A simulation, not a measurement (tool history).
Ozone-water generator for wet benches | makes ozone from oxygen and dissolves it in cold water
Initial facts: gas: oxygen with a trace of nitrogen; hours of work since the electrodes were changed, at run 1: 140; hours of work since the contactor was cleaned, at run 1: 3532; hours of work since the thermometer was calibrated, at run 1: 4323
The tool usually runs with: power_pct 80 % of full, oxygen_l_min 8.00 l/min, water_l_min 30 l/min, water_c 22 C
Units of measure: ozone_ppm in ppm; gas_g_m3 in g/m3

| run | hour | power_pct | oxygen_l_min | water_l_min | water_c | hours of work since the electrodes were changed | hours of work since the contactor was cleaned | hours of work since the thermometer was calibrated | ozone_ppm | gas_g_m3 |
|---|---|---|---|---|---|---|---|---|---|---|
| 1 | 0.0 | 80 | 8.00 | 30 | 22 | 140 | 3532 | 4323 | 16.2 | 164.8 |
| 2 | 24.9 | 80 | 8.00 | 30 | 22 | 160 | 3551 | 4342 | 16.1 | 164.8 |
| 3 | 46.1 | 80 | 8.00 | 30 | 22 | 176 | 3567 | 4359 | 16.1 | 165.5 |
| 4 | 69.5 | 80 | 8.00 | 30 | 22 | 194 | 3586 | 4377 | 16.2 | 166.8 |
| 5 | 95.7 | 80 | 9.55 | 30 | 22 | 215 | 3606 | 4397 | 16.4 | 155.6 |
| 6 | 120.1 | 80 | 9.55 | 30 | 22 | 234 | 3625 | 4416 | 16.4 | 154.1 |
| 7 | 143.9 | 80 | 9.55 | 30 | 22 | 252 | 3643 | 4435 | 16.3 | 154.2 |
| 8 | 171.0 | 80 | 8.00 | 39 | 22 | 273 | 3665 | 4456 | 12.5 | 167.0 |
| 9 | 192.9 | 80 | 8.00 | 39 | 22 | 290 | 3682 | 4473 | 12.4 | 165.9 |
| 10 | 215.6 | 80 | 8.00 | 39 | 22 | 308 | 3699 | 4491 | 12.5 | 165.8 |
| 11 | 242.3 | 80 | 8.00 | 39 | 22 | 329 | 3720 | 4511 | 12.6 | 165.1 |
|  | 248.0 | contactor cleaned |
| 12 | 264.2 | 80 | 8.00 | 30 | 28 | 343 | 13 | 4525 | 14.3 | 165.4 |
| 13 | 283.0 | 80 | 8.00 | 30 | 22 | 357 | 27 | 4540 | 15.5 | 166.7 |
| 14 | 307.5 | 80 | 8.00 | 30 | 22 | 376 | 46 | 4559 | 15.8 | 166.0 |
| 15 | 340.6 | 80 | 8.00 | 30 | 22 | 402 | 72 | 4585 | 15.8 | 165.5 |
| 16 | 373.0 | 80 | 8.00 | 30 | 22 | 427 | 97 | 4610 | 15.7 | 166.1 |
|  | 393.6 | contactor cleaned, once more |
| 17 | 404.8 | 80 | 8.00 | 30 | 22 | 449 | 9 | 4631 | 16.7 | 165.2 |
| 18 | 428.2 | 80 | 8.00 | 30 | 22 | 467 | 27 | 4650 | 17.0 | 165.5 |
| 19 | 450.6 | 80 | 8.00 | 30 | 22 | 484 | 44 | 4667 | 16.4 | 162.9 |
| 20 | 473.7 | 84 | 14.32 | 27 | 18 | 502 | 62 | 4685 | 20.9 | 137.5 |
| 21 | 507.1 | 84 | 14.32 | 27 | 18 | 528 | 88 | 4711 | 20.9 | 136.5 |
| 22 | 525.5 | 86 | 6.78 | 27 | 18 | 543 | 103 | 4725 | 19.7 | 186.9 |
| 23 | 546.0 | 80 | 4.63 | 30 | 22 | 559 | 118 | 4741 | 14.8 | 205.3 |
| 24 | 576.9 | 52 | 4.63 | 43 | 22 | 583 | 143 | 4765 | 6.8 | 139.2 |
| 25 | 594.7 | 52 | 5.32 | 43 | 29 | 596 | 156 | 4779 | 6.7 | 131.4 |
| 26 | 610.4 | 52 | 5.32 | 43 | 29 | 609 | 169 | 4791 | 6.7 | 131.8 |
| 27 | 642.4 | 52 | 5.32 | 43 | 29 | 634 | 193 | 4816 | 6.7 | 132.2 |
| 28 | 675.1 | 93 | 9.80 | 24 | 22 | 659 | 219 | 4841 | 22.9 | 174.3 |
| 29 | 700.8 | 80 | 8.17 | 30 | 21 | 679 | 239 | 4861 | 16.7 | 163.1 |
| 30 | 716.0 | 60 | 6.31 | 45 | 17 | 691 | 251 | 4873 | 8.4 | 140.2 |
| 31 | 737.8 | 73 | 7.19 | 22 | 16 | 708 | 268 | 4890 | 21.4 | 158.2 |
| 32 | 767.7 | 80 | 8.74 | 42 | 17 | 731 | 291 | 4913 | 12.7 | 160.8 |
| 33 | 782.8 | 44 | 4.23 | 30 | 15 | 743 | 303 | 4925 | 9.0 | 124.8 |

3 ways to go on from here, each from the tool as it stands after run 33. What would each give?
| A | 817.6 | 80 | 8.00 | 30 | 15 | 770 | 330 | 4952 | ? | ? |
| B | 817.6 | 73 | 8.00 | 31 | 29 | 770 | 330 | 4952 | ? | ? |
| C | 817.6 | 44 | 7.13 | 30 | 15 | 770 | 330 | 4952 | ? | ? |

| run | ozone_ppm | gas_g_m3 |
|---|---|---|
| A | 18.4 | 164.2 |
| B | 13.1 | 153.9 |
| C | 10.6 | 102.2 |
What these runs would have given with no unlogged condition in the tool:
| run | ozone_ppm | gas_g_m3 |
|---|---|---|
| A | 18.9 | 167.0 |
| B | 13.4 | 156.3 |
| C | 10.7 | 103.2 |
